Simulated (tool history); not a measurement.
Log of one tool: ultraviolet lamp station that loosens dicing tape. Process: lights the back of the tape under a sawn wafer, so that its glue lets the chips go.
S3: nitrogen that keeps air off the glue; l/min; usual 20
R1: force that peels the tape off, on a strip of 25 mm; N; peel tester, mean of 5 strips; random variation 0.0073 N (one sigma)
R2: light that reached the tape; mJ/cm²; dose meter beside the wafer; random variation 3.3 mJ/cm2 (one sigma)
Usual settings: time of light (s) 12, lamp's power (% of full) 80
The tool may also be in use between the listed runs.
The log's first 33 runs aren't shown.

run 34 day=58.142 | time_of_light_(s)=21 lamp's_power_(%_of_full)=80 S3=9 | R1=0.285 R2=641
run 35 day=60.462 | time_of_light_(s)=12 lamp's_power_(%_of_full)=80 S3=17 | R1=0.747 R2=354
run 36 day=61.746 | time_of_light_(s)=11 lamp's_power_(%_of_full)=80 S3=35 | R1=0.684 R2=317
run 37 day=63.554 | time_of_light_(s)=11 lamp's_power_(%_of_full)=65 S3=35 | R1=1.081 R2=242
run 38 day=65.362 | time_of_light_(s)=11 lamp's_power_(%_of_full)=65 S3=35 | R1=1.156 R2=235
run 39 day=68 | time_of_light_(s)=7 lamp's_power_(%_of_full)=95 S3=9 | R1=2.214 R2=206
-- day=68.192 window cleaned of glue's vapour
run 40 day=69.121 | time_of_light_(s)=9 lamp's_power_(%_of_full)=94 S3=10 | R1=1.272 R2=315
run 41 day=70.792 | time_of_light_(s)=9 lamp's_power_(%_of_full)=92 S3=10 | R1=1.354 R2=298
-- day=71.908 lamp changed
run 42 day=73.362 | time_of_light_(s)=14 lamp's_power_(%_of_full)=92 S3=11 | R1=0.237 R2=648
run 43 day=75.467 | time_of_light_(s)=14 lamp's_power_(%_of_full)=84 S3=36 | R1=0.162 R2=571

3 ways to go on from here, each from the tool as it stands after run 43. What would each give?
run A day=77.304 | time_of_light_(s)=11 lamp's_power_(%_of_full)=95 S3=7 | R1=? R2=?
run B day=77.304 | time_of_light_(s)=12 lamp's_power_(%_of_full)=73 S3=20 | R1=? R2=?
run C day=77.304 | time_of_light_(s)=12 lamp's_power_(%_of_full)=68 S3=20 | R1=? R2=?

run=A R1=0.644 R2=492
run=B R1=0.48 R2=410
run=C R1=0.585 R2=379
Without the tool's hidden state the same runs would have given:
run=A R1=0.445 R2=578
run=B R1=0.323 R2=481
run=C R1=0.399 R2=446
